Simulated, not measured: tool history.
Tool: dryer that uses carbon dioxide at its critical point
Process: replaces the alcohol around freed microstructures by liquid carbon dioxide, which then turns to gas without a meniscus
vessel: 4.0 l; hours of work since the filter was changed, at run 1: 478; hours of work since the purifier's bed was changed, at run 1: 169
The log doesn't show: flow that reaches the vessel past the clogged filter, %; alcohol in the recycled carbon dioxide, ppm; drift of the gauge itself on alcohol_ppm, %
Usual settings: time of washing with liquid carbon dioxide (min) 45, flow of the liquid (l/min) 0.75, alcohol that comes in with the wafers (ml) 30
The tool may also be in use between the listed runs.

run,hour,time of washing with liquid carbon dioxide (min),flow of the liquid (l/min),alcohol that comes in with the wafers (ml),hours of work since the filter was changed,hours of work since the purifier's bed was changed,alcohol left in the vessel before it's heated (ppm by volume)
1,0,45,0.75,30,478,169,64
2,12.7,45,0.75,30,482,173,54
3,19,45,0.75,30,484,175,65
4,31.1,45,0.75,30,488,178,68
5,46,45,0.75,30,492,183,73
6,55.9,41,0.75,30,495,186,71
7,68.5,47,0.75,30,499,190,67
8,77.9,47,0.75,30,502,193,66
9,88.7,45,1.018,30,506,196,52
10,101.3,45,0.75,30,509,200,75
11,112.8,45,0.75,30,513,204,68
12,122.1,45,0.75,30,516,207,69
13,129,68,0.75,30,518,209,53
14,139.6,68,0.75,30,521,212,57
# hour 142.3: inlet filter changed
15,148,68,0.666,30,2,214,65
16,159.3,68,0.666,30,5,218,58
17,172.5,68,0.666,30,9,222,58
18,185.9,33,1.134,30,13,226,58
19,200.8,45,0.75,26,18,231,56
20,209.7,41,0.945,48,21,233,72
21,221.4,45,0.901,24,24,237,65
22,234.4,30,1.077,42,28,241,66
23,243.6,30,1.077,42,31,244,82
24,250.1,39,0.993,57,33,246,70
25,257.5,44,0.75,30,36,248,75

Forecast each of these 4 alternatives for the next run:
A,269.2,44,0.75,91,39,252,?
B,269.2,37,0.75,46,39,252,?
C,269.2,61,0.619,28,39,252,?
D,269.2,45,0.698,36,39,252,?

run,alcohol left in the vessel before it's heated (ppm by volume)
A,76
B,97
C,75
D,68
Without the tool's hidden state the same runs would have given:
run,alcohol left in the vessel before it's heated (ppm by volume)
A,14
B,34
C,12
D,5

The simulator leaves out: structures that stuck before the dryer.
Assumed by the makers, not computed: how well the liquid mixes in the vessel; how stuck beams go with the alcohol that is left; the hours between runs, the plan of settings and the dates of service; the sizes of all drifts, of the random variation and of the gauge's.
